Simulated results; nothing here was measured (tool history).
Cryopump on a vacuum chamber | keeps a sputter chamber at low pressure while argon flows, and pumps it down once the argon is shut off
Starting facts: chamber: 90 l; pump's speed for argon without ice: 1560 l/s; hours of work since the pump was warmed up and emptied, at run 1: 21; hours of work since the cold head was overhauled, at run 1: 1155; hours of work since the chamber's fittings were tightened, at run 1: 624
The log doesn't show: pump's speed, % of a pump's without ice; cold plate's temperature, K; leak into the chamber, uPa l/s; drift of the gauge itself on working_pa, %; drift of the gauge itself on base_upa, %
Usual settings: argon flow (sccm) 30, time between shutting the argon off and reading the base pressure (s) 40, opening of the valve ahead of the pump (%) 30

run,day,argon flow (sccm),time between shutting the argon off and reading the base pressure (s),opening of the valve ahead of the pump (%),hours of work since the pump was warmed up and emptied,hours of work since the cold head was overhauled,hours of work since the chamber's fittings were tightened,pressure while argon flows (Pa),pressure after the wait (uPa)
1,0.000,30,40,30,21,1155,624,0.1083,1.93
2,1.904,30,40,30,56,1190,658,0.1100,1.94
3,4.167,30,40,30,97,1231,699,0.1112,1.92
4,6.467,30,40,30,139,1273,741,0.1103,1.99
5,8.167,30,40,30,170,1303,772,0.1099,2.06
6,10.633,30,40,30,214,1348,817,0.1102,2.03
7,13.071,30,40,30,259,1393,861,0.1110,2.06
8,14.808,30,40,30,290,1424,893,0.1121,2.10
9,16.971,30,40,30,330,1463,932,0.1109,2.15
10,18.367,30,40,30,355,1489,958,0.1122,2.13
11,19.662,30,110,30,379,1512,981,0.1118,1.37
12,22.033,30,110,30,422,1555,1024,0.1130,1.37
13,24.479,30,110,30,466,1600,1069,0.1148,1.52
14,26.688,30,40,20,506,1640,1109,0.1677,2.34
15,29.254,30,40,17,553,1687,1155,0.1975,2.41
16,31.679,30,217,17,597,1731,1199,0.1980,1.35
17,33.850,24,228,17,636,1770,1239,0.1587,1.37
18,35.771,24,228,17,671,1805,1274,0.1571,1.42
19,38.338,24,228,17,718,1852,1321,0.1583,1.47
20,40.408,14,103,53,756,1889,1358,0.0330,1.77
21,42.558,30,85,25,795,1928,1397,0.1384,1.94
22,44.683,30,55,25,833,1967,1436,0.1397,2.39
23,46.546,25,208,59,867,2001,1470,0.0549,1.70
24,49.183,30,111,25,915,2049,1518,0.1397,1.99
25,50.392,28,111,25,937,2071,1540,0.1313,2.02
26,52.654,28,111,25,978,2112,1581,0.1317,2.01
27,54.254,20,217,20,1007,2141,1610,0.1167,1.82
28,55.450,42,98,54,1029,2163,1632,0.0999,2.19
29,56.683,30,181,18,1051,2185,1654,0.1931,1.93

For some of the steps in pressure while argon flows (Pa) from one run to the next: how much would appear even if the tool had no hidden state, given the settings, what came in and random variation, and how much remains for the hidden state plus any gauge scatter that the measured result and the result without hidden state don't share?
Run 19 -> 20: argon flow (sccm) 24 -> 14, time between shutting the argon off and reading the base pressure (s) 228 -> 103, opening of the valve ahead of the pump (%) 17 -> 53. pressure while argon flows (Pa) -0.1253: hidden state -0.0024, all else -0.1229.
Run 20 -> 21: argon flow (sccm) 14 -> 30, time between shutting the argon off and reading the base pressure (s) 103 -> 85, opening of the valve ahead of the pump (%) 53 -> 25. pressure while argon flows (Pa) +0.1054: hidden state +0.0049, all else +0.1005.
Run 27 -> 28: argon flow (sccm) 20 -> 42, time between shutting the argon off and reading the base pressure (s) 217 -> 98, opening of the valve ahead of the pump (%) 20 -> 54. pressure while argon flows (Pa) -0.0168: hidden state +0.0090, all else -0.0258.
